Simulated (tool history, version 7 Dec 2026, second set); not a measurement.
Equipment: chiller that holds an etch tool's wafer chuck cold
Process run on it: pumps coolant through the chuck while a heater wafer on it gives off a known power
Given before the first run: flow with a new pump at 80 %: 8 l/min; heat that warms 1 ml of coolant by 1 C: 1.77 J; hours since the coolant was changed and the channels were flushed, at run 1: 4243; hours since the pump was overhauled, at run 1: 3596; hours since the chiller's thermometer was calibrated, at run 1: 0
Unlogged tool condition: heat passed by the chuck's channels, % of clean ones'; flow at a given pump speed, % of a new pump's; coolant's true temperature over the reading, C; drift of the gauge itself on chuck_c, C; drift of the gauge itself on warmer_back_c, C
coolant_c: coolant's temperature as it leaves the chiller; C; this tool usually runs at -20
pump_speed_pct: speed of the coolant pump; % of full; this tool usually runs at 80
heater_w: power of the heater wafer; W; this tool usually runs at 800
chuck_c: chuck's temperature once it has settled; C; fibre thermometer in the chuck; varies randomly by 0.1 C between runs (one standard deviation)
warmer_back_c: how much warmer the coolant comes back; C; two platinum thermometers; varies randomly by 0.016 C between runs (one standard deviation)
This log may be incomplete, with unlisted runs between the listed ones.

run     day  coolant_c  pump_speed_pct  heater_w  hours since the coolant was changed and the channels were flushed  hours since the pump was overhauled  hours since the chiller's thermometer was calibrated  chuck_c  warmer_back_c
  1       0        -20              80       800                                                               4243                                 3596                                                     0    -10.2           3.37
  2   2.833        -20              80       800                                                               4311                                 3664                                                    68    -10.2           3.39
  3   4.433        -20              80       800                                                               4349                                 3702                                                   106    -10.3           3.41
  4   8.029        -20              80       800                                                               4435                                 3788                                                   193    -10.2           3.42
  5  11.375        -20              80       800                                                               4516                                 3869                                                   273    -10.4           3.42
  6  15.208        -20              80       800                                                               4608                                 3961                                                   365    -10.4           3.43
  7  17.742        -20              80       417                                                               4668                                 4021                                                   426    -14.8            1.8
  8  20.204        -20              80       417                                                               4728                                 4081                                                   485    -14.9           1.77
  9  23.117        -27              80       800                                                               4798                                 4151                                                   555    -17.3           3.45
 10  25.754        -27              80       800                                                               4861                                 4214                                                   618    -17.3           3.45
 11  27.788        -27              80       800                                                               4910                                 4263                                                   667    -17.2           3.44
 12  30.108        -27              80       635                                                               4965                                 4318                                                   723    -19.3           2.72
 13  32.296        -25              80       635                                                               5018                                 4371                                                   775    -17.4           2.77
 14   35.65        -25              80       635                                                               5098                                 4451                                                   856    -17.3           2.76
 15  39.292        -25              80       635                                                               5186                                 4539                                                   943    -17.3           2.79
 16  41.262        -25              80       635                                                               5233                                 4586                                                   990    -17.2           2.76
 17  43.479        -25              80       635                                                               5286                                 4639                                                  1043    -17.3           2.77
 18    45.6        -20              61       449                                                               5337                                 4690                                                  1094    -13.1           2.59
 19   48.05        -18              64      1192                                                               5396                                 4749                                                  1153     -0.5            6.5
 20  50.592        -15              72      1192                                                               5457                                 4810                                                  1214      0.8           5.74
 21  52.958        -20             100       800                                                               5514                                 4867                                                  1271    -12.1           2.78
 22    55.8        -30              81       919                                                               5582                                 4935                                                  1339      -19           3.94
 23  58.908        -27              72       428                                                               5657                                 5010                                                  1414    -21.2           2.11
 24  61.588        -27              72       428                                                               5721                                 5074                                                  1478    -21.4           2.12
 25  64.642        -23              81      1193                                                               5794                                 5147                                                  1551     -8.6           5.12
 26  67.654        -11              81      1193                                                               5866                                 5219                                                  1624      3.2            5.1
 27  69.692        -24              81      1132                                                               5915                                 5268                                                  1673    -10.5           4.87
 28   73.35        -22              84       678                                                               6003                                 5356                                                  1760    -14.1           2.83
 29  76.417        -15              98       534                                                               6077                                 5430                                                  1834     -9.6           1.96
 30  79.679        -15              86       506                                                               6155                                 5508                                                  1912     -9.3           2.12
     81.071  -- gauge calibrated
 31    81.3        -15              86       506                                                               6194                                 5547                                                  1951     -9.2              2

3 ways to go on from here, each from the tool as it stands after run 31. What would each give?
  A  84.262        -29              73       458                                                               6265                                 5618                                                  2022        ?              ?
  B  84.262        -20              68       678                                                               6265                                 5618                                                  2022        ?              ?
  C  84.262        -18              68      1008                                                               6265                                 5618                                                  2022        ?              ?

run  chuck_c  warmer_back_c
  A      -23           2.15
  B    -10.5           3.45
  C     -4.1           5.08
The same runs, with their run-to-run variation unchanged, on a tool lacking any hidden condition would have given:
run  chuck_c  warmer_back_c
  A      -23           2.15
  B    -10.5           3.44
  C     -4.1           5.08
